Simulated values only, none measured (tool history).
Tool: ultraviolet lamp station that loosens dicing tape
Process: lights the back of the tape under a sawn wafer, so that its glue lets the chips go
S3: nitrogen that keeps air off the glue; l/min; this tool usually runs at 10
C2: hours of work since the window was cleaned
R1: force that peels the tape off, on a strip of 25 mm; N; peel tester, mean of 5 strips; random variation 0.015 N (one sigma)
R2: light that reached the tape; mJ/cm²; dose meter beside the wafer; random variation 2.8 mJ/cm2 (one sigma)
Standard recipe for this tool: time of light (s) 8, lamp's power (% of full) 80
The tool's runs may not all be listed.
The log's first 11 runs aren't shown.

Run 12, hour 471.3: usual settings but time of light (s) 16; hours of work of the lamp 1010; C2 108. Result: R1 0.143 N, R2 810 mJ/cm².
Run 13, hour 531.8: usual settings but lamp's power (% of full) 98; hours of work of the lamp 1058; C2 156. Result: R1 0.405 N, R2 492 mJ/cm².
Run 14, hour 560.8: usual settings; hours of work of the lamp 1080; C2 179. Result: R1 0.712 N, R2 404 mJ/cm².
Run 15, hour 601.8: usual settings; hours of work of the lamp 1113; C2 211. Result: R1 0.686 N, R2 401 mJ/cm².
Run 16, hour 651.1: usual settings; hours of work of the lamp 1151; C2 250. Result: R1 0.692 N, R2 406 mJ/cm².
Run 17, hour 708.5: usual settings; hours of work of the lamp 1196; C2 295. Result: R1 0.696 N, R2 405 mJ/cm².
At hour 743.0: lamp changed.
Run 18, hour 752.8: usual settings but time of light (s) 16, S3 3 l/min; hours of work of the lamp 8; C2 329. Result: R1 0.292 N, R2 805 mJ/cm².
Run 19, hour 812.7: usual settings but time of light (s) 10, S3 18 l/min; hours of work of the lamp 55; C2 376. Result: R1 0.259 N, R2 502 mJ/cm².
Run 20, hour 856.2: usual settings but time of light (s) 10, S3 18 l/min; hours of work of the lamp 89; C2 410. Result: R1 0.284 N, R2 501 mJ/cm².
Run 21, hour 914.2: usual settings but time of light (s) 14, lamp's power (% of full) 70, S3 18 l/min; hours of work of the lamp 135; C2 456. Result: R1 0.171 N, R2 615 mJ/cm².
Run 22, hour 941.7: usual settings but time of light (s) 14, lamp's power (% of full) 70, S3 18 l/min; hours of work of the lamp 156; C2 477. Result: R1 0.160 N, R2 618 mJ/cm².
Run 23, hour 982.2: usual settings but time of light (s) 14, lamp's power (% of full) 70, S3 18 l/min; hours of work of the lamp 188; C2 509. Result: R1 0.181 N, R2 621 mJ/cm².
Run 24, hour 1026.0: usual settings but time of light (s) 12, lamp's power (% of full) 93, S3 16 l/min; hours of work of the lamp 222; C2 543. Result: R1 0.140 N, R2 713 mJ/cm².
Run 25, hour 1054.7: usual settings but time of light (s) 12, lamp's power (% of full) 93, S3 16 l/min; hours of work of the lamp 245; C2 566. Result: R1 0.136 N, R2 712 mJ/cm².
Run 26, hour 1096.7: usual settings but time of light (s) 12, lamp's power (% of full) 93, S3 16 l/min; hours of work of the lamp 278; C2 599. Result: R1 0.139 N, R2 707 mJ/cm².
Run 27, hour 1145.8: usual settings but time of light (s) 12, lamp's power (% of full) 63, S3 16 l/min; hours of work of the lamp 316; C2 638. Result: R1 0.330 N, R2 477 mJ/cm².
Run 28, hour 1179.1: usual settings but time of light (s) 5, lamp's power (% of full) 64, S3 5 l/min; hours of work of the lamp 343; C2 664. Result: R1 3.545 N, R2 207 mJ/cm².
At hour 1214.5: window cleaned of glue's vapour.
Run 29, hour 1228.3: usual settings but lamp's power (% of full) 66; hours of work of the lamp 381; C2 11. Result: R1 1.102 N, R2 331 mJ/cm².
Run 30, hour 1265.5: usual settings but lamp's power (% of full) 66; hours of work of the lamp 410; C2 40. Result: R1 1.121 N, R2 333 mJ/cm².
Run 31, hour 1307.0: usual settings but lamp's power (% of full) 66; hours of work of the lamp 443; C2 73. Result: R1 1.122 N, R2 333 mJ/cm².
Run 32, hour 1369.2: usual settings but lamp's power (% of full) 66; hours of work of the lamp 492; C2 122. Result: R1 1.094 N, R2 330 mJ/cm².

3 ways to go on from here, each from the tool as it stands after run 32. What would each give?
Run A, hour 1415.6: usual settings but time of light (s) 12, lamp's power (% of full) 65, S3 3 l/min; hours of work of the lamp 528; C2 158. Result: R1 ?, R2 ?.
Run B, hour 1415.6: usual settings but time of light (s) 9, lamp's power (% of full) 75, S3 4 l/min; hours of work of the lamp 528; C2 158. Result: R1 ?, R2 ?.
Run C, hour 1415.6: usual settings but time of light (s) 12, S3 9 l/min; hours of work of the lamp 528; C2 158. Result: R1 ?, R2 ?.

run     R1   R2
  A  1.037  489
  B  1.135  426
  C  0.258  611
Had the tool no hidden state, the same runs would have come out as:
run     R1   R2
  A  1.035  489
  B  1.132  427
  C  0.258  612
